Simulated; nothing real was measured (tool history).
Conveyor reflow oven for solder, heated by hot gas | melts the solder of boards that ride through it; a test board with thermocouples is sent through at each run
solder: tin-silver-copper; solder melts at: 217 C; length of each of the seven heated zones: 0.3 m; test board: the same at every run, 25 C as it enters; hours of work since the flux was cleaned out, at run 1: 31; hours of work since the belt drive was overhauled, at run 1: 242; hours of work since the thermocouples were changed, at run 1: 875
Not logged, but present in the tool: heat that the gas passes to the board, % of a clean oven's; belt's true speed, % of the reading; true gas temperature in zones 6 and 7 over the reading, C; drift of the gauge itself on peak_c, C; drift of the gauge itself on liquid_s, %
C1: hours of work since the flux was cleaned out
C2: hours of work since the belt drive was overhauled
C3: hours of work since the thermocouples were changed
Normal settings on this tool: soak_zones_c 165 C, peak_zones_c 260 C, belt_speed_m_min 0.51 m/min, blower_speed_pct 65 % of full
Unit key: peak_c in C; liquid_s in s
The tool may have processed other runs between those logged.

run 1 day=0 | soak_zones_c=165 peak_zones_c=260 belt_speed_m_min=0.51 blower_speed_pct=65 | C1=31 C2=242 C3=875 | peak_c=248.3 liquid_s=48.6
-- day=0.283 thermocouples of zones 6 and 7 changed
run 2 day=0.4 | soak_zones_c=165 peak_zones_c=260 belt_speed_m_min=0.51 blower_speed_pct=65 | C1=36 C2=247 C3=2 | peak_c=246.7 liquid_s=47.3
run 3 day=0.567 | soak_zones_c=165 peak_zones_c=260 belt_speed_m_min=0.51 blower_speed_pct=65 | C1=39 C2=250 C3=5 | peak_c=246.7 liquid_s=47.2
run 4 day=0.908 | soak_zones_c=165 peak_zones_c=260 belt_speed_m_min=0.51 blower_speed_pct=65 | C1=44 C2=256 C3=10 | peak_c=246.4 liquid_s=47.7
run 5 day=1.229 | soak_zones_c=165 peak_zones_c=260 belt_speed_m_min=0.51 blower_speed_pct=65 | C1=50 C2=261 C3=16 | peak_c=246.6 liquid_s=47.1
-- day=1.462 flux residue cleaned out of gas plates and filters
run 6 day=1.683 | soak_zones_c=165 peak_zones_c=261 belt_speed_m_min=0.51 blower_speed_pct=65 | C1=4 C2=265 C3=20 | peak_c=247.3 liquid_s=47.9
run 7 day=1.904 | soak_zones_c=177 peak_zones_c=261 belt_speed_m_min=0.51 blower_speed_pct=65 | C1=7 C2=269 C3=23 | peak_c=249.1 liquid_s=52.9
run 8 day=2.062 | soak_zones_c=165 peak_zones_c=260 belt_speed_m_min=0.51 blower_speed_pct=65 | C1=10 C2=271 C3=26 | peak_c=246.2 liquid_s=47.3
run 9 day=2.417 | soak_zones_c=165 peak_zones_c=260 belt_speed_m_min=0.51 blower_speed_pct=78 | C1=16 C2=277 C3=32 | peak_c=249.3 liquid_s=50.2
run 10 day=2.625 | soak_zones_c=154 peak_zones_c=264 belt_speed_m_min=0.571 blower_speed_pct=53 | C1=19 C2=280 C3=35 | peak_c=239.7 liquid_s=31.7
run 11 day=2.85 | soak_zones_c=165 peak_zones_c=267 belt_speed_m_min=0.507 blower_speed_pct=71 | C1=23 C2=284 C3=39 | peak_c=254.4 liquid_s=53.1
-- day=3.283 flux residue cleaned out of gas plates and filters, once more
run 12 day=3.304 | soak_zones_c=152 peak_zones_c=267 belt_speed_m_min=0.577 blower_speed_pct=71 | C1=0 C2=288 C3=43 | peak_c=249.3 liquid_s=39.8
run 13 day=3.621 | soak_zones_c=165 peak_zones_c=267 belt_speed_m_min=0.51 blower_speed_pct=65 | C1=6 C2=293 C3=48 | peak_c=253.5 liquid_s=52
run 14 day=3.962 | soak_zones_c=165 peak_zones_c=267 belt_speed_m_min=0.51 blower_speed_pct=65 | C1=11 C2=299 C3=54 | peak_c=253.3 liquid_s=52.2

Forecast run 15:
run 15 day=4.121 | soak_zones_c=165 peak_zones_c=254 belt_speed_m_min=0.486 blower_speed_pct=60 | C1=14 C2=302 C3=56 | peak_c=? liquid_s=?

peak_c: 241.4 C
liquid_s: 45.5 s
If the tool had no hidden condition, the same run with the same run-to-run variation would have returned peak_c 241.6 C, liquid_s 45.3 s.
